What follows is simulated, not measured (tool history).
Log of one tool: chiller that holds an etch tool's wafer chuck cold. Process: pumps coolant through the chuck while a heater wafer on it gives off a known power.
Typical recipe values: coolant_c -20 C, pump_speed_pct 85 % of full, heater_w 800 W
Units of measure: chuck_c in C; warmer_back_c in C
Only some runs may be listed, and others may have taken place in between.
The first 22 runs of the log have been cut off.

Run 23, hour 502.5: usual settings but pump_speed_pct 68 % of full, heater_w 602 W. Result: chuck_c -11.7 C, warmer_back_c 2.56 C.
Run 24, hour 530.2: usual settings but pump_speed_pct 65 % of full. Result: chuck_c -8.5 C, warmer_back_c 3.61 C.
Run 25, hour 551.3: usual settings but pump_speed_pct 65 % of full, heater_w 645 W. Result: chuck_c -10.7 C, warmer_back_c 2.85 C.
Run 26, hour 564: usual settings but coolant_c -16 C, heater_w 919 W. Result: chuck_c -5.3 C, warmer_back_c 3.14 C.
Run 27, hour 584.9: usual settings but coolant_c -18 C. Result: chuck_c -8.6 C, warmer_back_c 2.74 C.
Run 28, hour 615.7: usual settings but coolant_c -13 C, heater_w 488 W. Result: chuck_c -7.4 C, warmer_back_c 1.7 C.
Run 29, hour 631.4: usual settings but coolant_c -13 C, heater_w 488 W. Result: chuck_c -7.2 C, warmer_back_c 1.68 C.
Run 30, hour 645.6: usual settings but coolant_c -13 C, pump_speed_pct 72 % of full, heater_w 470 W. Result: chuck_c -6.8 C, warmer_back_c 1.92 C.
Run 31, hour 660.9: usual settings but coolant_c -13 C, pump_speed_pct 72 % of full, heater_w 470 W. Result: chuck_c -6.9 C, warmer_back_c 1.9 C.
Run 32, hour 683.9: usual settings but coolant_c -29 C, pump_speed_pct 88 % of full. Result: chuck_c -20 C, warmer_back_c 2.65 C.

Predict each of these 4 candidate next runs independently; none follows another, all start after run 32:
Run A, hour 700.1: usual settings but pump_speed_pct 69 % of full. Result: chuck_c ?, warmer_back_c ?.
Run B, hour 700.1: usual settings but coolant_c -17 C, pump_speed_pct 88 % of full, heater_w 837 W. Result: chuck_c ?, warmer_back_c ?.
Run C, hour 700.1: usual settings but coolant_c -10 C, pump_speed_pct 75 % of full, heater_w 847 W. Result: chuck_c ?, warmer_back_c ?.
Run D, hour 700.1: usual settings but coolant_c -23 C, pump_speed_pct 98 % of full. Result: chuck_c ?, warmer_back_c ?.

run  chuck_c  warmer_back_c
  A     -8.8           3.44
  B     -7.7           2.74
  C      0.8           3.31
  D    -14.6           2.31
The same runs, with their run-to-run variation unchanged, on a tool lacking any hidden condition would have given:
run  chuck_c  warmer_back_c
  A    -10.4           3.37
  B     -9.1           2.68
  C     -0.8           3.24
  D    -15.8           2.26
